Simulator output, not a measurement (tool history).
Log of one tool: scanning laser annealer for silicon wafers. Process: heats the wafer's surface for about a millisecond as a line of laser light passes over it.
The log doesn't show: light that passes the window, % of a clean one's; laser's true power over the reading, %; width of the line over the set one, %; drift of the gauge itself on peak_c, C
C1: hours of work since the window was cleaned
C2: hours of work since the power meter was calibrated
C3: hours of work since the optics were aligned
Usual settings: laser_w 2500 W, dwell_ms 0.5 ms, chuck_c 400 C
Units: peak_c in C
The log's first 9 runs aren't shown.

run 10 hour=78.1 | laser_w=2154 dwell_ms=0.5 chuck_c=400 | C1=537 C2=148 C3=1592 | peak_c=1096
run 11 hour=87.2 | laser_w=2731 dwell_ms=0.5 chuck_c=400 | C1=543 C2=154 C3=1598 | peak_c=1300
run 12 hour=94.1 | laser_w=2731 dwell_ms=0.5 chuck_c=400 | C1=548 C2=158 C3=1603 | peak_c=1302
run 13 hour=102.2 | laser_w=2731 dwell_ms=0.5 chuck_c=400 | C1=553 C2=164 C3=1608 | peak_c=1300
run 14 hour=109.9 | laser_w=2731 dwell_ms=0.5 chuck_c=400 | C1=558 C2=169 C3=1613 | peak_c=1301
run 15 hour=117.3 | laser_w=2731 dwell_ms=0.5 chuck_c=400 | C1=563 C2=174 C3=1618 | peak_c=1302
run 16 hour=124.1 | laser_w=2500 dwell_ms=0.5 chuck_c=400 | C1=567 C2=178 C3=1623 | peak_c=1216
run 17 hour=131.9 | laser_w=2500 dwell_ms=0.5 chuck_c=400 | C1=573 C2=183 C3=1628 | peak_c=1217
run 18 hour=140.4 | laser_w=2500 dwell_ms=0.5 chuck_c=400 | C1=578 C2=189 C3=1633 | peak_c=1215
run 19 hour=151.6 | laser_w=2500 dwell_ms=0.5 chuck_c=400 | C1=586 C2=196 C3=1641 | peak_c=1217
run 20 hour=163.6 | laser_w=2500 dwell_ms=0.5 chuck_c=400 | C1=593 C2=204 C3=1649 | peak_c=1218
run 21 hour=170.8 | laser_w=2500 dwell_ms=0.5 chuck_c=400 | C1=598 C2=209 C3=1653 | peak_c=1215
run 22 hour=179.2 | laser_w=2500 dwell_ms=0.5 chuck_c=400 | C1=604 C2=214 C3=1659 | peak_c=1220
run 23 hour=189.6 | laser_w=2495 dwell_ms=0.5 chuck_c=363 | C1=610 C2=221 C3=1666 | peak_c=1180
run 24 hour=197.4 | laser_w=2495 dwell_ms=0.5 chuck_c=431 | C1=616 C2=226 C3=1671 | peak_c=1246
run 25 hour=205.1 | laser_w=2621 dwell_ms=0.392 chuck_c=401 | C1=621 C2=231 C3=1676 | peak_c=1158
run 26 hour=216.9 | laser_w=2317 dwell_ms=0.386 chuck_c=390 | C1=629 C2=239 C3=1684 | peak_c=1045

The next listed run, before its measurement:
run 27 hour=225.2 | laser_w=2465 dwell_ms=0.403 chuck_c=390 | C1=634 C2=245 C3=1689 | peak_c=?

{"run 27": {"peak_c": 1104}}
Without the tool's hidden state the same run would have given peak_c 1105 C.
